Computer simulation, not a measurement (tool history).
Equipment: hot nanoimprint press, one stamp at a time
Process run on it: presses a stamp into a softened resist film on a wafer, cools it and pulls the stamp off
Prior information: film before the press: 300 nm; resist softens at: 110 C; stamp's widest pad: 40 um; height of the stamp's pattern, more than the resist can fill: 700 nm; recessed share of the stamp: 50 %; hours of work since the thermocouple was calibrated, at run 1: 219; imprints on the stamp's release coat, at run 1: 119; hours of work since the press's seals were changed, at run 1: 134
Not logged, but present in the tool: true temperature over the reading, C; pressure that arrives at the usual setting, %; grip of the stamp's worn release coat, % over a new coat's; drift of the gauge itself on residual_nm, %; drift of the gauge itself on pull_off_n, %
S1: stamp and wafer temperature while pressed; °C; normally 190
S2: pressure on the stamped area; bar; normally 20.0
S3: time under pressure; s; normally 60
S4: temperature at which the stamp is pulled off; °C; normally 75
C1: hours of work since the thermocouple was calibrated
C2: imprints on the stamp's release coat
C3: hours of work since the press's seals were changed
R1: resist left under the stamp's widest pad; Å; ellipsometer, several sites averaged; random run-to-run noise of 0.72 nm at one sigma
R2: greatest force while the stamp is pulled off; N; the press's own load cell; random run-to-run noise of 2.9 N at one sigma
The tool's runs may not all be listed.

run	hour	S1	S2	S3	S4	C1	C2	C3	R1	R2
1	0.0	190	20.0	60	75	219	119	134	1324	138
2	8.6	190	20.0	60	75	223	140	138	1331	142
3	17.4	190	20.0	60	75	226	161	142	1319	148
4	24.9	190	20.0	38	75	230	179	145	1547	142
5	36.1	190	20.0	38	75	234	206	150	1549	146
6	43.2	190	12.7	60	75	238	223	153	1640	147
7	53.4	190	12.7	60	75	242	247	157	1633	146
8	61.8	190	12.7	60	75	246	267	161	1635	146
9	68.6	190	12.7	60	75	249	283	164	1644	147
10	77.0	190	12.7	60	75	252	304	168	1659	151
11	83.1	190	12.7	60	75	255	318	170	1657	149
12	88.6	190	12.7	60	75	257	332	173	1654	151
13	93.6	190	12.7	60	75	259	343	175	1647	156
14	104.6	190	20.0	102	75	264	370	180	1099	153
15	114.4	190	13.9	60	75	268	393	184	1569	158
16	125.1	190	13.9	60	65	273	419	189	1583	178
17	129.7	189	18.7	60	75	275	430	191	1427	157
18	139.0	189	13.5	82	75	279	452	195	1509	153
19	148.6	190	13.5	88	60	283	475	199	1405	193
20	157.3	196	13.5	113	60	287	496	202	1021	192
21	168.1	196	13.5	113	60	292	522	207	1026	195
22	175.6	190	20.0	81	75	295	540	210	1197	159
23	183.2	195	24.7	32	66	298	558	214	1239	184
24	191.1	190	20.0	60	78	302	577	217	1350	152
25	201.5	190	20.0	60	78	306	602	222	1338	153
26	207.5	194	15.9	61	69	309	616	224	1279	175
27	218.4	195	28.7	103	72	313	642	229	734	173
28	228.1	195	28.7	103	72	318	666	233	724	164
29	235.3	200	28.7	103	70	321	683	236	596	184
30	242.0	200	28.7	103	77	324	699	239	593	164
31	252.6	200	14.0	58	77	328	724	244	1102	160

Forecast each of these 3 alternatives for the next run:
A	257.2	190	20.0	60	75	330	735	246	?	?
B	257.2	200	14.0	31	69	330	735	246	?	?
C	257.2	201	25.4	32	77	330	735	246	?	?

run	R1	R2
A	1338	168
B	1378	182
C	980	166
What these runs would have given with no unlogged condition in the tool:
run	R1	R2
A	1269	135
B	1318	148
C	928	134
